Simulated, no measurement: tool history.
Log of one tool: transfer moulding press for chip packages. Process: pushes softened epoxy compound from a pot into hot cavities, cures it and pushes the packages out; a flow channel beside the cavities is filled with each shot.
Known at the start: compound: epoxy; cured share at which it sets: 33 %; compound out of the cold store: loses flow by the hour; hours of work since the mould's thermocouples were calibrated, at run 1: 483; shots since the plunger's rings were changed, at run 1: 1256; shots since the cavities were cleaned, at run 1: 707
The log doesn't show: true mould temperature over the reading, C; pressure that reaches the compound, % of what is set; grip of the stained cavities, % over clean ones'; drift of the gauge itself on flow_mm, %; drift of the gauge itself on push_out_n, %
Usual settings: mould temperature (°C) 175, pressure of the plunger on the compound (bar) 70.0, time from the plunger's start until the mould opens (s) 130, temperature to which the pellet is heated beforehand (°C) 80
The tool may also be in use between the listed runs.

run   hour  mould temperature (°C)  pressure of the plunger on the compound (bar)  time from the plunger's start until the mould opens (s)  temperature to which the pellet is heated beforehand (°C)  hours of work since the mould's thermocouples were calibrated  shots since the plunger's rings were changed  shots since the cavities were cleaned  incoming compound's hours out of the cold store  length that the compound runs in the flow channel (mm)  greatest force on the pins that push the packages out (N)
  1    0.0                     175                                           70.0                                                      130                                                         80                                                            483                                          1256                                    707                                             23.8                                                     496                                                        505
       3.9  -- cavities cleaned with cleaning compound and waxed
  2   26.5                     175                                           70.0                                                      130                                                         80                                                            503                                          1535                                    252                                             25.9                                                     488                                                        446
  3   55.5                     175                                           70.0                                                      130                                                         80                                                            526                                          1857                                    574                                             24.3                                                     493                                                        475
      73.2  -- cavities cleaned with cleaning compound and waxed
  4   78.2                     175                                           70.0                                                      130                                                         80                                                            543                                          2094                                     56                                             39.3                                                     462                                                        343
  5  101.4                     175                                           70.0                                                      130                                                         80                                                            561                                          2352                                    314                                             26.7                                                     483                                                        431
  6  121.2                     175                                           70.0                                                      130                                                         80                                                            577                                          2573                                    535                                             32.8                                                     470                                                        480
     141.3  -- cavities cleaned with cleaning compound and waxed
  7  156.2                     175                                           70.0                                                      130                                                         80                                                            604                                          2945                                    165                                             10.0                                                     515                                                        430
  8  172.3                     175                                           78.7                                                      130                                                         80                                                            617                                          3126                                    346                                             13.1                                                     531                                                        466
  9  192.1                     175                                           70.0                                                      130                                                         74                                                            633                                          3346                                    566                                             41.1                                                     449                                                        488
     210.9  -- cavities cleaned with cleaning compound and waxed
 10  228.3                     175                                           70.0                                                      130                                                         90                                                            660                                          3733                                    195                                              8.1                                                     513                                                        416
 11  253.9                     175                                           70.0                                                      130                                                         90                                                            681                                          4017                                    479                                             10.4                                                     504                                                        481
 12  272.0                     175                                           70.0                                                      130                                                         90                                                            695                                          4220                                    682                                             16.5                                                     490                                                        486
     278.8  -- cavities cleaned with cleaning compound and waxed
 13  309.8                     175                                           70.0                                                      130                                                         90                                                            724                                          4624                                    346                                             15.6                                                     493                                                        433
 14  331.5                     175                                           70.0                                                      130                                                         90                                                            741                                          4865                                    587                                             41.4                                                     436                                                        470
     346.8  -- cavities cleaned with cleaning compound and waxed
     351.2  -- mould's thermocouples calibrated
 15  362.4                     175                                           70.0                                                      130                                                         88                                                              9                                          5170                                    151                                             22.4                                                     471                                                        409
     371.6  -- plunger's sealing rings changed
 16  391.1                     180                                           70.0                                                      130                                                         78                                                             30                                           217                                    444                                             28.4                                                     491                                                        397
 17  414.5                     175                                           61.5                                                      133                                                         71                                                             48                                           477                                    704                                             46.1                                                     427                                                        495
     420.5  -- cavities cleaned with cleaning compound and waxed
 18  437.6                     175                                           70.0                                                      130                                                         72                                                             66                                           718                                    190                                             10.9                                                     528                                                        429
 19  473.1                     180                                           57.6                                                      154                                                         78                                                             94                                          1113                                    585                                             37.2                                                     423                                                        401
     488.1  -- cavities cleaned with cleaning compound and waxed
 20  502.1                     171                                           57.6                                                      154                                                         72                                                            116                                          1420                                    156                                             22.4                                                     458                                                        405
 21  527.9                     171                                           57.6                                                      164                                                         72                                                            137                                          1708                                    444                                             17.1                                                     467                                                        425
 22  547.5                     172                                           70.0                                                      121                                                         79                                                            152                                          1926                                    662                                             33.9                                                     476                                                        677
     556.8  -- cavities cleaned with cleaning compound and waxed
 23  582.9                     175                                           72.3                                                      120                                                         74                                                            179                                          2304                                    291                                             13.8                                                     520                                                        554
 24  604.3                     175                                           71.4                                                      125                                                         77                                                            196                                          2541                                    528                                             41.6                                                     458                                                        503
     624.9  -- cavities cleaned with cleaning compound and waxed
 25  639.9                     181                                           70.0                                                      130                                                         82                                                            223                                          2922                                    167                                             40.5                                                     445                                                        339
 26  674.2                     178                                           70.0                                                      130                                                         73                                                            251                                          3304                                    549                                             32.8                                                     460                                                        430
     693.4  -- cavities cleaned with cleaning compound and waxed
 27  710.3                     175                                           70.0                                                      143                                                         79                                                            278                                          3690                                    189                                             28.8                                                     469                                                        362
 28  733.4                     175                                           78.5                                                      147                                                         85                                                            297                                          3947                                    446                                             38.2                                                     473                                                        406

Forecast each of these 3 alternatives for the next run:
  A  750.6                     172                                           70.0                                                      149                                                         72                                                            311                                          4138                                    637                                             44.2                                                       ?                                                          ?
  B  750.6                     173                                           78.5                                                      147                                                         82                                                            311                                          4138                                    637                                             43.0                                                       ?                                                          ?
  C  750.6                     182                                           86.0                                                      134                                                         80                                                            311                                          4138                                    637                                             39.2                                                       ?                                                          ?

run  length that the compound runs in the flow channel (mm)  greatest force on the pins that push the packages out (N)
  A                                                     441                                                        459
  B                                                     465                                                        454
  C                                                     483                                                        408
Without the tool's hidden state the same runs would have given:
run  length that the compound runs in the flow channel (mm)  greatest force on the pins that push the packages out (N)
  A                                                     468                                                        319
  B                                                     493                                                        318
  C                                                     513                                                        283
